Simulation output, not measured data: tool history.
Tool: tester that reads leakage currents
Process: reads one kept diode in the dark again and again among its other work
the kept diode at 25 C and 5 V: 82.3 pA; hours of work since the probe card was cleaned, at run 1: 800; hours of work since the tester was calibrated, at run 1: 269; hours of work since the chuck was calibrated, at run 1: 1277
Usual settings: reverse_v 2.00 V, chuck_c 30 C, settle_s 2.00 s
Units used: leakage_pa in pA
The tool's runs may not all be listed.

run    hour  reverse_v  chuck_c  settle_s  hours of work since the probe card was cleaned  hours of work since the tester was calibrated  hours of work since the chuck was calibrated  leakage_pa
  1     0.0       2.00       30      2.00                                             800                                            269                                          1277       74.77
  2    39.8       2.00       30      2.00                                             819                                            289                                          1297       74.78
  3    74.1       2.00       25      2.00                                             837                                            306                                          1314       47.38
  4   111.3       3.34       30      2.00                                             855                                            325                                          1332       95.32
  5   135.2       3.34       30      2.00                                             867                                            337                                          1344       95.43
  6   162.9       2.00       30      2.00                                             881                                            350                                          1358       74.35
  7   192.3       2.00       30      2.00                                             895                                            365                                          1373       73.99
  8   213.2       2.00       30      2.00                                             906                                            375                                          1383       74.35
  9   234.5       2.00       36      2.00                                             916                                            386                                          1394      126.51
 10   266.0       2.00       36      2.00                                             932                                            402                                          1409      126.94
 11   288.1       2.00       30      7.20                                             943                                            413                                          1420       74.13
 12   322.3       2.00       30      2.00                                             960                                            430                                          1437       73.84
 13   358.6       2.00       30      2.00                                             978                                            448                                          1455       73.83
 14   377.4       2.00       30      2.00                                             987                                            457                                          1465       73.83
 15   411.7       2.00       30      0.49                                            1005                                            474                                          1482       74.02
 16   447.1       2.00       30      0.49                                            1022                                            492                                          1499       73.70
 17   480.6       2.00       30      2.00                                            1039                                            508                                          1516       73.50
 18   498.7       2.00       30      2.00                                            1048                                            517                                          1525       73.29
 19   536.7       2.00       30      2.00                                            1067                                            536                                          1544       73.19
 20   558.8       2.00       30      2.00                                            1078                                            547                                          1555       73.28
 21   586.9       3.65       47      2.00                                            1092                                            561                                          1569      421.93
 22   614.2       3.65       47      2.00                                            1105                                            575                                          1583      420.66
 23   648.8       1.16       25      0.90                                            1122                                            592                                          1600       35.73
 24   676.3       1.16       25      0.90                                            1136                                            606                                          1614       35.55
 25   712.3      14.74       51      0.90                                            1154                                            624                                          1631     1128.00
 26   734.8       7.99       52      0.93                                            1165                                            635                                          1643      908.64
 27   766.5       7.99       52      0.93                                            1181                                            651                                          1658      913.97
 28   789.6      11.22       52      0.53                                            1193                                            662                                          1670     1069.67
 29   812.7       3.69       34      2.13                                            1204                                            674                                          1681      138.67
 30   838.1      16.67       30      2.00                                            1217                                            686                                          1694      208.35
 31   856.7       5.05       32      2.26                                            1226                                            695                                          1703      135.27
 32   876.4       5.05       26      2.26                                            1236                                            705                                          1713       79.82
 33   906.0       1.78       27      2.57                                            1250                                            720                                          1728       51.99
 34   933.2       1.78       27      2.57                                            1264                                            734                                          1741       51.43
 35   953.3       1.78       27      2.57                                            1274                                            744                                          1751       51.68
 36   977.1      18.74       30      2.00                                            1286                                            755                                          1763      220.90
 37   999.0       2.00       48      2.60                                            1297                                            766                                          1774      341.86
 38  1023.3       2.00       48      2.60                                            1309                                            778                                          1786      339.25
 39  1054.1      11.47       54      1.71                                            1324                                            794                                          1802     1241.87

Branching from run 39: 3 alternative next runs. What would each branch give?
  A  1070.8       2.00       23      2.00                                            1332                                            802                                          1810           ?
  B  1070.8      12.10       36      3.09                                            1332                                            802                                          1810           ?
  C  1070.8       5.82       49      4.19                                            1332                                            802                                          1810           ?

run  leakage_pa
  A       37.89
  B      292.41
  C      608.22
The same runs, with their run-to-run variation unchanged, on a tool lacking any hidden condition would have given:
run  leakage_pa
  A       44.46
  B      342.45
  C      736.03
